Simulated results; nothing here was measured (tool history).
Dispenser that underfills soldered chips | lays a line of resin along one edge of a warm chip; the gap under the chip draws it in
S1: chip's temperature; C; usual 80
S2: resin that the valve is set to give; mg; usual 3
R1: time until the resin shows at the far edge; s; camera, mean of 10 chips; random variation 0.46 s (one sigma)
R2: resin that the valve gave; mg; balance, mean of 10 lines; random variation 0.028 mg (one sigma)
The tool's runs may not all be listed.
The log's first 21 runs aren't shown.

run 22 hour=158 | S1=93 S2=2.84 | R1=35.7 R2=2.68
-- hour=161.4 new syringe of resin
run 23 hour=166.8 | S1=80 S2=3.54 | R1=42.2 R2=3.32
run 24 hour=172.6 | S1=87 S2=2.73 | R1=43.4 R2=2.54
-- hour=177.7 new syringe of resin
run 25 hour=183.2 | S1=76 S2=2.97 | R1=50.3 R2=2.79
run 26 hour=189.3 | S1=83 S2=3.25 | R1=46.2 R2=3.05
-- hour=194.4 new syringe of resin
run 27 hour=197.1 | S1=85 S2=3.53 | R1=32.6 R2=3.27
run 28 hour=204.2 | S1=86 S2=2.78 | R1=42.5 R2=2.55
-- hour=210.6 new syringe of resin
-- hour=213.3 dispensing valve cleaned and set on the balance
run 29 hour=213.7 | S1=76 S2=3.26 | R1=42.3 R2=3.23
run 30 hour=223.9 | S1=93 S2=3.53 | R1=33.8 R2=3.55
-- hour=228 new syringe of resin
run 31 hour=233.5 | S1=93 S2=3.53 | R1=28.3 R2=3.47
run 32 hour=239 | S1=66 S2=2.75 | R1=82.2 R2=2.72
-- hour=244.3 new syringe of resin
run 33 hour=249.5 | S1=81 S2=3.47 | R1=41.2 R2=3.45
run 34 hour=256.5 | S1=75 S2=3.3 | R1=61.5 R2=3.27
-- hour=260.6 new syringe of resin
run 35 hour=263.5 | S1=75 S2=3.3 | R1=45.8 R2=3.24

4 ways to go on from here, each from the tool as it stands after run 35. What would each give?
run A hour=270.9 | S1=68 S2=3.18 | R1=? R2=?
run B hour=270.9 | S1=93 S2=3.08 | R1=? R2=?
run C hour=270.9 | S1=86 S2=2.9 | R1=? R2=?
run D hour=270.9 | S1=77 S2=2.67 | R1=? R2=?

run=A R1=71.6 R2=3.14
run=B R1=33.1 R2=3.09
run=C R1=40.6 R2=2.85
run=D R1=55.3 R2=2.6
Without the tool's hidden state the same runs would have given:
run=A R1=50 R2=3.2
run=B R1=23.3 R2=3.15
run=C R1=28.5 R2=2.91
run=D R1=38.6 R2=2.66
